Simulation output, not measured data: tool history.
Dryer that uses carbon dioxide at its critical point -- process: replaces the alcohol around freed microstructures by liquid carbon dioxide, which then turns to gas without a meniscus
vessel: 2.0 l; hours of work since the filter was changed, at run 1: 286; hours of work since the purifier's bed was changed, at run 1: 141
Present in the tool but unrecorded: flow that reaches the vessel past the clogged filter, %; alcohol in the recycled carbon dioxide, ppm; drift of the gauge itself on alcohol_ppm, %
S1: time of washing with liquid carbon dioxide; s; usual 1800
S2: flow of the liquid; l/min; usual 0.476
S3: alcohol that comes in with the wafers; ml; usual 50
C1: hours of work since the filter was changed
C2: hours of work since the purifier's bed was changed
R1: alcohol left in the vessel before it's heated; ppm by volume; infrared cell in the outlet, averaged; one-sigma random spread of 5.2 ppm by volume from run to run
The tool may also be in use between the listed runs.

run 1 hour=0 | S1=1800 S2=0.476 S3=50 | C1=286 C2=141 | R1=269
run 2 hour=7 | S1=1800 S2=0.476 S3=50 | C1=289 C2=143 | R1=265
run 3 hour=15.3 | S1=1800 S2=0.374 S3=50 | C1=292 C2=146 | R1=730
run 4 hour=23.9 | S1=1800 S2=0.372 S3=50 | C1=295 C2=149 | R1=731
run 5 hour=29.8 | S1=1140 S2=0.476 S3=50 | C1=297 C2=151 | R1=1384
-- hour=40 inlet filter changed
run 6 hour=43.3 | S1=1800 S2=0.476 S3=69 | C1=1 C2=156 | R1=187
run 7 hour=50.7 | S1=1800 S2=0.476 S3=51 | C1=4 C2=158 | R1=156
run 8 hour=59.4 | S1=1800 S2=0.476 S3=51 | C1=7 C2=162 | R1=138
run 9 hour=72.5 | S1=1800 S2=0.476 S3=51 | C1=11 C2=166 | R1=145
run 10 hour=83.1 | S1=1800 S2=0.476 S3=51 | C1=15 C2=170 | R1=153
run 11 hour=92.1 | S1=1800 S2=0.476 S3=51 | C1=18 C2=173 | R1=162
run 12 hour=100 | S1=1800 S2=0.308 S3=50 | C1=21 C2=176 | R1=863
run 13 hour=109.9 | S1=1620 S2=0.308 S3=50 | C1=25 C2=179 | R1=1209
run 14 hour=118.3 | S1=1620 S2=0.308 S3=71 | C1=28 C2=182 | R1=1725
run 15 hour=127.1 | S1=1080 S2=0.476 S3=50 | C1=31 C2=185 | R1=1000
run 16 hour=137.1 | S1=1620 S2=0.476 S3=39 | C1=34 C2=189 | R1=194
run 17 hour=148.2 | S1=1620 S2=0.476 S3=39 | C1=38 C2=193 | R1=207
run 18 hour=153.9 | S1=1620 S2=0.476 S3=39 | C1=40 C2=195 | R1=202
run 19 hour=160.2 | S1=1620 S2=0.476 S3=39 | C1=42 C2=197 | R1=195
run 20 hour=170.6 | S1=2400 S2=0.315 S3=52 | C1=46 C2=201 | R1=315
run 21 hour=179.9 | S1=1260 S2=0.476 S3=74 | C1=49 C2=204 | R1=871
run 22 hour=187.4 | S1=2880 S2=0.398 S3=37 | C1=52 C2=207 | R1=73
run 23 hour=200.4 | S1=1200 S2=0.439 S3=22 | C1=57 C2=211 | R1=476
run 24 hour=210.8 | S1=1800 S2=0.527 S3=84 | C1=60 C2=215 | R1=167
run 25 hour=223.6 | S1=1860 S2=0.476 S3=50 | C1=65 C2=219 | R1=165
run 26 hour=229.6 | S1=1380 S2=0.481 S3=20 | C1=67 C2=221 | R1=224
run 27 hour=239.4 | S1=1380 S2=0.335 S3=53 | C1=70 C2=225 | R1=1705
run 28 hour=245.1 | S1=1500 S2=0.476 S3=21 | C1=72 C2=227 | R1=191
run 29 hour=254.8 | S1=1620 S2=0.476 S3=67 | C1=76 C2=230 | R1=355

Branching from run 29: 5 alternative next runs. What would each branch give?
run A hour=261 | S1=1620 S2=0.476 S3=72 | C1=78 C2=233 | R1=?
run B hour=261 | S1=1620 S2=0.326 S3=67 | C1=78 C2=233 | R1=?
run C hour=261 | S1=1260 S2=0.476 S3=67 | C1=78 C2=233 | R1=?
run D hour=261 | S1=1800 S2=0.476 S3=67 | C1=78 C2=233 | R1=?
run E hour=261 | S1=1500 S2=0.784 S3=67 | C1=78 C2=233 | R1=?

run=A R1=352
run=B R1=1467
run=C R1=842
run=D R1=234
run=E R1=77
Stripped of hidden state, with their random variation kept, the same runs would have yielded:
run=A R1=236
run=B R1=1214
run=C R1=659
run=D R1=135
run=E R1=9

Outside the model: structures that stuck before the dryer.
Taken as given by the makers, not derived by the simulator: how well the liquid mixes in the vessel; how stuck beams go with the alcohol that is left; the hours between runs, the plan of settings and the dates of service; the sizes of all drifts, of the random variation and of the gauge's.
